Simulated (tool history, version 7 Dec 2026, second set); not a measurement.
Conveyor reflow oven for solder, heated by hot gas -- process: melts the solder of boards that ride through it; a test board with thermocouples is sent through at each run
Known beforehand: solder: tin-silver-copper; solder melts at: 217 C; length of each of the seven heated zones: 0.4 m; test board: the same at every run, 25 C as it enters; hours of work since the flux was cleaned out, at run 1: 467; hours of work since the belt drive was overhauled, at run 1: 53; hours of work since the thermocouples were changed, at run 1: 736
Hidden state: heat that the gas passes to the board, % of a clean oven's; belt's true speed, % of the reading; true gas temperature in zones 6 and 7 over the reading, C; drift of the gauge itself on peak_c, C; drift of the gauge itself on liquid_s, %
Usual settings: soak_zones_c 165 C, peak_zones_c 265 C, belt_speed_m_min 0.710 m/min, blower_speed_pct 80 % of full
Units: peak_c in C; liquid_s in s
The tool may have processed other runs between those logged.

run,hour,soak_zones_c,peak_zones_c,belt_speed_m_min,blower_speed_pct,hours of work since the flux was cleaned out,hours of work since the belt drive was overhauled,hours of work since the thermocouples were changed,peak_c,liquid_s
1,0.0,165,265,0.710,80,467,53,736,250.7,46.4
# hour 17.5: flux residue cleaned out of gas plates and filters
2,66.6,165,265,0.745,80,25,84,768,247.4,42.1
3,128.5,165,265,0.745,80,57,116,800,247.9,41.9
4,187.0,165,265,0.745,80,87,146,830,247.6,42.1
5,247.6,165,265,0.745,80,118,177,861,247.5,41.4
6,323.0,165,265,0.745,80,157,216,900,247.2,41.6
7,412.8,165,265,0.710,80,203,262,946,249.8,45.5
# hour 479.0: flux residue cleaned out of gas plates and filters, once more
8,492.6,165,265,0.710,80,7,301,985,253.6,49.9
9,537.9,165,265,0.710,80,30,324,1008,253.6,49.3
10,590.9,165,265,0.715,80,58,351,1035,253.6,49.3
11,662.1,165,265,0.715,80,94,388,1072,253.5,48.9
12,729.0,165,265,0.710,80,129,422,1106,253.6,50.0
# hour 754.0: thermocouples of zones 6 and 7 changed
13,798.3,165,265,0.710,80,163,457,23,249.9,47.1
14,845.6,167,265,0.710,80,187,481,47,250.1,48.0
15,902.5,167,265,0.699,80,217,511,76,250.7,49.2
16,947.9,165,266,0.700,78,240,534,100,250.4,48.7
17,1046.6,165,265,0.608,80,291,585,150,254.3,59.8
18,1132.7,165,265,0.608,80,335,629,195,254.3,60.1
19,1217.2,165,278,0.710,80,378,672,238,261.0,53.9
20,1316.6,165,265,0.595,58,430,723,289,250.1,56.8
21,1388.5,167,265,0.644,88,467,760,326,254.5,57.1

Run 22 is up next; what results do you expect?
# hour 1408.0: flux residue cleaned out of gas plates and filters
22,1485.5,152,257,0.595,72,40,808,374,?,?

{"run 22": {"peak_c": 246.3, "liquid_s": 51.4}}
Were there no unlogged condition in the tool, this run, its random variation unchanged, would have produced peak_c 244.4 C, liquid_s 48.6 s.
